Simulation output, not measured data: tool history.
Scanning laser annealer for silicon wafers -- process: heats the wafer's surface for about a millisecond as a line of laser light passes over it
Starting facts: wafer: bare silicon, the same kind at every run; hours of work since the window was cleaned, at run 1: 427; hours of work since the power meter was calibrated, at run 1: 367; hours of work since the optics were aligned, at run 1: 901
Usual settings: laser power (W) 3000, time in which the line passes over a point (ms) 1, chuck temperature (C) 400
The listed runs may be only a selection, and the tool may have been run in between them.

| run | hour | laser power (W) | time in which the line passes over a point (ms) | chuck temperature (C) | hours of work since the window was cleaned | hours of work since the power meter was calibrated | hours of work since the optics were aligned | highest temperature of the surface (C) |
|---|---|---|---|---|---|---|---|---|
| 1 | 0 | 3000 | 1 | 400 | 427 | 367 | 901 | 1161 |
| 2 | 19.2 | 3000 | 1.21 | 400 | 439 | 379 | 914 | 1244 |
| 3 | 40.6 | 3000 | 1 | 400 | 453 | 393 | 927 | 1161 |
|  | 56.1 | window over the wafer cleaned |
|  | 61.1 | optics aligned, line set to its width |
| 4 | 66.8 | 3000 | 1 | 400 | 4 | 405 | 4 | 1209 |
| 5 | 82.5 | 3173 | 1 | 400 | 14 | 416 | 14 | 1256 |
|  | 88.4 | laser's power meter calibrated |
| 6 | 103.3 | 3000 | 1.02 | 391 | 25 | 9 | 25 | 1205 |
| 7 | 123.1 | 3000 | 0.94 | 391 | 38 | 22 | 38 | 1174 |
| 8 | 144.2 | 3149 | 0.75 | 407 | 51 | 36 | 51 | 1132 |
| 9 | 166.7 | 3149 | 0.75 | 407 | 66 | 50 | 66 | 1133 |
|  | 187.1 | laser's power meter calibrated, once more |
| 10 | 187.1 | 3087 | 1 | 410 | 77 | 0 | 77 | 1240 |

Below, some changes in highest temperature of the surface (C) between adjacent runs. For each, the amount present without the hidden state too (settings, incoming material, random variation) and the amount remaining for the hidden state with gauge scatter not shared by both compared results:
Hidden state present: light that passes the window, % of a clean one's; laser's true power over the reading, %; width of the line over the set one, %; drift of the gauge itself on peak_c, C.
Run 3 -> 4: window over the wafer cleaned, optics aligned, line set to its width. highest temperature of the surface (C) +48: hidden state +47, all else +1.
Run 9 -> 10: laser power (W) 3149 -> 3087, time in which the line passes over a point (ms) 0.75 -> 1, chuck temperature (C) 407 -> 410, laser's power meter calibrated, once more. highest temperature of the surface (C) +107: hidden state -3, all else +110.
